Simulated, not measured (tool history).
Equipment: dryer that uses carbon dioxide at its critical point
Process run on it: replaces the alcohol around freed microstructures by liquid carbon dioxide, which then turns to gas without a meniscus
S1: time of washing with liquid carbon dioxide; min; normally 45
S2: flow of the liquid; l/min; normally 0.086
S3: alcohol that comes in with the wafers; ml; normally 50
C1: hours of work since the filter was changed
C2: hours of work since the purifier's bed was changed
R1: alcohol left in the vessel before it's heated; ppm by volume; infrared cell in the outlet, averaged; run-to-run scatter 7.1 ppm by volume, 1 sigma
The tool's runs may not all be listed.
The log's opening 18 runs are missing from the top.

run	hour	S1	S2	S3	C1	C2	R1
19	243.1	45	0.086	50	234	661	466
20	258.7	45	0.086	50	245	672	464
21	267.8	45	0.086	50	252	679	480
22	279.3	45	0.086	50	260	687	478
23	298	45	0.086	50	273	700	492
# hour 305.9: inlet filter changed
24	315.2	45	0.086	50	7	711	371
25	326.8	35	0.0667	30	15	719	2010
26	337.1	31	0.1104	22	22	727	320
27	351.8	55	0.1208	36	32	737	38
28	362.6	55	0.1208	36	40	744	44
29	371.4	33	0.0951	59	46	751	1260
30	389.1	51	0.1337	28	59	763	35
31	400.5	68	0.1439	50	67	771	41
32	410.2	45	0.098	31	73	778	135
33	427.7	45	0.0863	89	86	790	663

What does the tool deliver on the next run?
34	437.7	45	0.0863	89	93	797	?

Run 34 yielded R1 690 ppm by volume.
Were there no unlogged condition in the tool, this run, its random variation unchanged, would have produced R1 583 ppm by volume.
